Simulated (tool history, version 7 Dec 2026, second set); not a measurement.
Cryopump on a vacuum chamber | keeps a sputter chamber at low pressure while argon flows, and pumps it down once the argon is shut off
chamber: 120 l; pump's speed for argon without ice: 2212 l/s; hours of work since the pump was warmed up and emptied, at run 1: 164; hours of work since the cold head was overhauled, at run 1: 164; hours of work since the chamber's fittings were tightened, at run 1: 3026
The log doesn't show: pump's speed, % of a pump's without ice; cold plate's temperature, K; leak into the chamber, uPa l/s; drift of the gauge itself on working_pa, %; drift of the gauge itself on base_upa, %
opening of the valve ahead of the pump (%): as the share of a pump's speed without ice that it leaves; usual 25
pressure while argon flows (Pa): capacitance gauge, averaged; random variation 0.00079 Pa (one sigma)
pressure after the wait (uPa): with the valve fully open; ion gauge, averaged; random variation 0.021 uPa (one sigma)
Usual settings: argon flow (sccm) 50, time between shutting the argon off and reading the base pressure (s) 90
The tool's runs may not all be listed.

run,hour,argon flow (sccm),time between shutting the argon off and reading the base pressure (s),opening of the valve ahead of the pump (%),hours of work since the pump was warmed up and emptied,hours of work since the cold head was overhauled,hours of work since the chamber's fittings were tightened,pressure while argon flows (Pa),pressure after the wait (uPa)
1,0,50,90,25,164,164,3026,0.1576,0.91
2,30.2,50,90,25,184,184,3047,0.1574,0.89
3,57,50,90,25,203,203,3065,0.1588,0.9
4,77.6,50,90,25,217,217,3079,0.1585,0.95
5,92.9,50,90,25,227,227,3090,0.1586,0.92
6,119,50,90,25,245,245,3107,0.1599,0.91
# hour 146.9: leaking fittings of the chamber tightened, without venting
7,153.4,92,90,25,267,267,4,0.2939,0.44
8,187.3,92,90,25,291,291,28,0.2967,0.43
9,203.8,92,90,25,302,302,39,0.2986,0.45
10,226.9,92,90,25,318,318,55,0.2996,0.49
11,247,92,90,25,332,332,69,0.2991,0.42
12,270.3,92,90,25,348,348,85,0.3033,0.44
13,302,92,90,25,369,369,106,0.3044,0.44
14,331.8,92,90,25,390,390,127,0.3046,0.44
15,359.2,92,90,25,408,408,145,0.3065,0.46
16,385.2,92,90,25,426,426,163,0.3053,0.49
17,409.2,92,90,25,443,443,180,0.3107,0.51
18,432.4,92,90,25,459,459,196,0.3083,0.49
19,450,50,61,21,471,471,208,0.1969,0.59
20,478.1,22,140,21,490,490,227,0.0875,0.42
21,500.2,99,25,56,505,505,242,0.1713,1.21
22,534.5,99,25,56,529,529,266,0.1729,1.11
23,563,99,25,56,548,548,285,0.1763,1.16
24,584.7,50,169,25,563,563,300,0.1728,0.4
# hour 607.3: pump warmed up, emptied and cooled again
25,624,50,169,25,11,586,323,0.1537,0.31
26,647.2,81,31,25,27,602,339,0.2511,0.87
27,680.7,71,135,25,50,625,362,0.2192,0.37
28,706.3,92,125,52,68,643,380,0.1394,0.38
29,732.3,21,78,21,86,661,398,0.0772,0.49
30,764.6,21,78,21,108,683,420,0.0772,0.46
31,792.8,41,70,46,127,702,439,0.0716,0.55
32,825.7,41,70,46,150,725,462,0.0715,0.53
33,843.7,37,249,43,162,737,474,0.0701,0.32
34,865.9,37,249,43,177,752,489,0.07,0.33

Some steps in pressure while argon flows (Pa) between neighbouring runs. How much of each would the tool show without its hidden state too (settings, what came in, random variation), and how much is left for the hidden state, with any gauge scatter that isn't in both results?
Run 6 -> 7: argon flow (sccm) 50 -> 92, leaking fittings of the chamber tightened, without venting. pressure while argon flows (Pa) +0.134: hidden state +0.0072, all else +0.1268.
Run 18 -> 19: argon flow (sccm) 92 -> 50, time between shutting the argon off and reading the base pressure (s) 90 -> 61, opening of the valve ahead of the pump (%) 25 -> 21. pressure while argon flows (Pa) -0.1114: hidden state -0.0124, all else -0.099.
Run 19 -> 20: argon flow (sccm) 50 -> 22, time between shutting the argon off and reading the base pressure (s) 61 -> 140. pressure while argon flows (Pa) -0.1094: hidden state -0.0086, all else -0.1008.
Run 20 -> 21: argon flow (sccm) 22 -> 99, time between shutting the argon off and reading the base pressure (s) 140 -> 25, opening of the valve ahead of the pump (%) 21 -> 56. pressure while argon flows (Pa) +0.0838: hidden state +0.0278, all else +0.056.
Run 23 -> 24: argon flow (sccm) 99 -> 50, time between shutting the argon off and reading the base pressure (s) 25 -> 169, opening of the valve ahead of the pump (%) 56 -> 25. pressure while argon flows (Pa) -0.0035: hidden state -0.0192, all else +0.0157.
Run 24 -> 25: pump warmed up, emptied and cooled again. pressure while argon flows (Pa) -0.0191: hidden state -0.02, all else +0.0009.

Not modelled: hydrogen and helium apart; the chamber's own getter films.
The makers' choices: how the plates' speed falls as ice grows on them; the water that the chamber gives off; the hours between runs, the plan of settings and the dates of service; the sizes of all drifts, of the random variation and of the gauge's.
